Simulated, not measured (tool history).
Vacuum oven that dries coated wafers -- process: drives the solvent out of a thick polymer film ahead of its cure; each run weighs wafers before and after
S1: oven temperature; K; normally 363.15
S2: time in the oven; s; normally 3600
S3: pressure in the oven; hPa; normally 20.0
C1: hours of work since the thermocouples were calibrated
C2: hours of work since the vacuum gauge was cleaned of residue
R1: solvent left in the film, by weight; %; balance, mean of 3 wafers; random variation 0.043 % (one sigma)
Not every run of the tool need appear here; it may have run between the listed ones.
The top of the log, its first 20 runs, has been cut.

run	hour	S1	S2	S3	C1	C2	R1
21	246.4	365.15	1920	24.8	15	207	5.21
22	261.3	370.15	6180	33.7	21	213	1.87
23	275.3	376.15	2280	15.3	27	219	1.48
24	291.5	376.15	2280	15.3	34	225	1.47
25	305.9	376.15	2280	15.3	40	231	1.42
26	321.2	371.15	6240	35.8	46	238	1.85
27	328.7	373.15	3600	16.4	49	241	1.09
28	337.8	373.15	3600	35.1	53	244	2.02
29	344.6	358.15	5160	53.4	56	247	5.52
30	357.2	358.15	5160	53.4	61	252	5.51
31	372.4	358.15	5160	53.4	67	259	5.51
32	387.0	365.15	6300	13.9	73	265	1.07
33	396.6	351.15	6300	13.9	77	269	3.55
34	411.3	351.15	6300	13.9	83	275	3.58
35	421.8	351.15	3600	19.5	87	279	6.50
36	437.7	363.15	3600	10.9	94	286	2.31
37	447.3	363.15	3600	10.9	98	290	2.33

Predict each of these 5 candidate next runs independently; none follows another, all start after run 37:
A	455.8	362.15	1800	20.0	101	293	?
B	455.8	373.15	2220	10.6	101	293	?
C	455.8	363.15	2640	20.0	101	293	?
D	455.8	365.15	3600	10.9	101	293	?
E	455.8	353.15	3600	20.0	101	293	?

run	R1
A	6.18
B	1.86
C	4.06
D	1.88
E	5.93
What these runs would have given with no unlogged condition in the tool:
run	R1
A	6.18
B	1.86
C	4.06
D	1.88
E	5.92
